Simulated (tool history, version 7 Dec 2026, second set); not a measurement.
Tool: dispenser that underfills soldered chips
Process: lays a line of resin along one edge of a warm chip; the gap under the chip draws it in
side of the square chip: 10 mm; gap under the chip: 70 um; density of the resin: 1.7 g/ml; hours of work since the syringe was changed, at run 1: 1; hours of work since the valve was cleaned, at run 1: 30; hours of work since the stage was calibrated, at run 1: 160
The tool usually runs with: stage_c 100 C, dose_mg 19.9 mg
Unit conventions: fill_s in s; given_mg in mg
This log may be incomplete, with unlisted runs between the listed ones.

run	hour	stage_c	dose_mg	hours of work since the syringe was changed	hours of work since the valve was cleaned	hours of work since the stage was calibrated	fill_s	given_mg
1	0	100	19.9	1	30	160	84.6	19.48
2	4.8	100	19.9	4	33	163	102.9	19.41
# hour 11.4: new syringe of resin
3	11.5	100	19.9	0	38	167	77.2	19.21
4	17.2	100	19.9	4	42	171	98.3	19.25
# hour 24.4: new syringe of resin
5	24.6	100	19.9	0	46	176	75.7	19.18
6	31	101	19.9	4	51	180	98.5	19.12
7	36.1	101	19.9	8	54	184	125.6	19.14
# hour 37: new syringe of resin
8	39.9	101	19.9	2	57	186	86.3	19.03
9	45.2	101	19.9	6	60	190	108.5	19
# hour 50: new syringe of resin
10	53	101	19.9	2	65	195	85.4	18.86
11	57	101	19.9	5	68	197	101.9	18.71
12	61.2	101	19.9	8	71	200	123	18.66
# hour 63: new syringe of resin
13	64.9	101	19.9	1	73	202	82.5	18.68
14	72	101	19.9	6	78	207	112.4	18.65
# hour 76: new syringe of resin
15	77.9	101	19.9	1	82	211	80.2	18.5
16	81.1	101	19.9	3	84	213	97.7	18.51
17	85.7	101	19.9	7	87	216	117	18.49
# hour 87: dispensing valve cleaned and set on the balance
# hour 89.9: new syringe of resin
18	91.6	110	19.9	1	3	219	57.3	19.87
19	97.4	110	18	5	7	223	76.2	17.88
20	101.3	97	20	8	9	226	143.2	19.85
# hour 102.9: new syringe of resin
21	108.5	100	23.7	4	14	231	99.5	23.46
22	112.2	98	17.3	6	17	233	130.1	16.97
# hour 115.6: new syringe of resin
23	119.1	86	20.4	2	21	238	154.3	19.98
24	122.9	114	19.9	5	24	240	67.3	19.52
# hour 128.5: new syringe of resin
25	128.8	114	18.1	0	28	244	49.3	17.64
26	135.4	89	24.8	5	32	249	162.5	23.98
# hour 141.1: new syringe of resin
27	142	89	24.8	1	36	253	129.8	23.96
28	148.1	94	22.7	5	40	257	139.2	21.99
# hour 153.8: new syringe of resin
29	153.8	94	22.7	0	44	261	99.1	21.9
30	159.8	94	22.7	4	48	265	128.4	21.71
# hour 166.7: new syringe of resin
31	166.9	111	19.4	0	53	269	54.5	18.51
32	174.4	111	19.4	5	58	274	79	18.47
# hour 179.9: new syringe of resin
33	180.8	90	21.5	1	62	278	118.5	20.45
34	184.1	114	20.1	3	64	281	58.4	18.96
35	191.8	90	25.6	8	69	286	198.1	23.97

Below, some changes in fill_s between adjacent runs. For each, the amount present without the hidden state too (settings, incoming material, random variation) and the amount remaining for the hidden state with gauge scatter not shared by both compared results:
Hidden state at play: resin's viscosity, % of fresh resin's; dose that the valve gives, % of what is set; true chip temperature over the reading, C; drift of the gauge itself on fill_s, %; drift of the gauge itself on given_mg, %.
Run 12 -> 13: new syringe of resin. fill_s -40.5 s: hidden state -41.6, all else +1.1.
Run 23 -> 24: stage_c 86 -> 114, dose_mg 20.4 -> 19.9. fill_s -87 s: hidden state -8.7, all else -78.3.
Run 25 -> 26: stage_c 114 -> 89, dose_mg 18.1 -> 24.8. fill_s +113.2 s: hidden state +48.4, all else +64.8.
Run 34 -> 35: stage_c 114 -> 90, dose_mg 20.1 -> 25.6. fill_s +139.7 s: hidden state +77.7, all else +62.
